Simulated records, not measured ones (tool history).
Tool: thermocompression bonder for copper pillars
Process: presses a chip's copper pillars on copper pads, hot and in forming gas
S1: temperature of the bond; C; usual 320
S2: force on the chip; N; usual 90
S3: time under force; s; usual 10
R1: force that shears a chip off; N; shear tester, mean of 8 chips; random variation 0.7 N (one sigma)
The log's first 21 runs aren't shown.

{"run": 22, "hour": 373.3, "S1": 310, "S2": 89, "S3": 9, "R1": 41.3}
{"run": 23, "hour": 389.3, "S1": 320, "S2": 62, "S3": 8, "R1": 34.6}
{"run": 24, "hour": 405.2, "S1": 297, "S2": 129, "S3": 8, "R1": 42.9}
{"run": 25, "hour": 416.5, "S1": 291, "S2": 80, "S3": 6, "R1": 22.8}
{"run": 26, "hour": 439.9, "S1": 320, "S2": 72, "S3": 8, "R1": 38.7}
{"run": 27, "hour": 453.2, "S1": 307, "S2": 68, "S3": 10, "R1": 33.7}
{"run": 28, "hour": 464.2, "S1": 333, "S2": 77, "S3": 6, "R1": 43.6}
{"run": 29, "hour": 478.7, "S1": 349, "S2": 133, "S3": 10, "R1": 86.1}
{"run": 30, "hour": 500.3, "S1": 349, "S2": 133, "S3": 10, "R1": 85}
{"run": 31, "hour": 517.7, "S1": 307, "S2": 81, "S3": 13, "R1": 42.6}
{"hour": 521.4, "done": "forming gas filter changed"}
{"run": 32, "hour": 539.1, "S1": 347, "S2": 81, "S3": 18, "R1": 80.3}
{"run": 33, "hour": 548.9, "S1": 322, "S2": 90, "S3": 5, "R1": 39.8}
{"run": 34, "hour": 568.8, "S1": 320, "S2": 64, "S3": 19, "R1": 52.7}
{"run": 35, "hour": 584.0, "S1": 320, "S2": 88, "S3": 19, "R1": 63.3}
{"run": 36, "hour": 608.2, "S1": 320, "S2": 88, "S3": 19, "R1": 62}
{"run": 37, "hour": 630.0, "S1": 320, "S2": 88, "S3": 19, "R1": 63}
{"run": 38, "hour": 644.7, "S1": 342, "S2": 117, "S3": 8, "R1": 70.5}

4 ways to go on from here, each from the tool as it stands after run 38. What would each give?
{"run": "A", "hour": 666.4, "S1": 328, "S2": 115, "S3": 29, "R1": "?"}
{"run": "B", "hour": 666.4, "S1": 320, "S2": 90, "S3": 10, "R1": "?"}
{"run": "C", "hour": 666.4, "S1": 315, "S2": 85, "S3": 6, "R1": "?"}
{"run": "D", "hour": 666.4, "S1": 303, "S2": 121, "S3": 14, "R1": "?"}

run=A R1=88.9
run=B R1=50
run=C R1=35.6
run=D R1=54
Without the tool's hidden state the same runs would have given:
run=A R1=90.3
run=B R1=50.7
run=C R1=36.1
run=D R1=54.9

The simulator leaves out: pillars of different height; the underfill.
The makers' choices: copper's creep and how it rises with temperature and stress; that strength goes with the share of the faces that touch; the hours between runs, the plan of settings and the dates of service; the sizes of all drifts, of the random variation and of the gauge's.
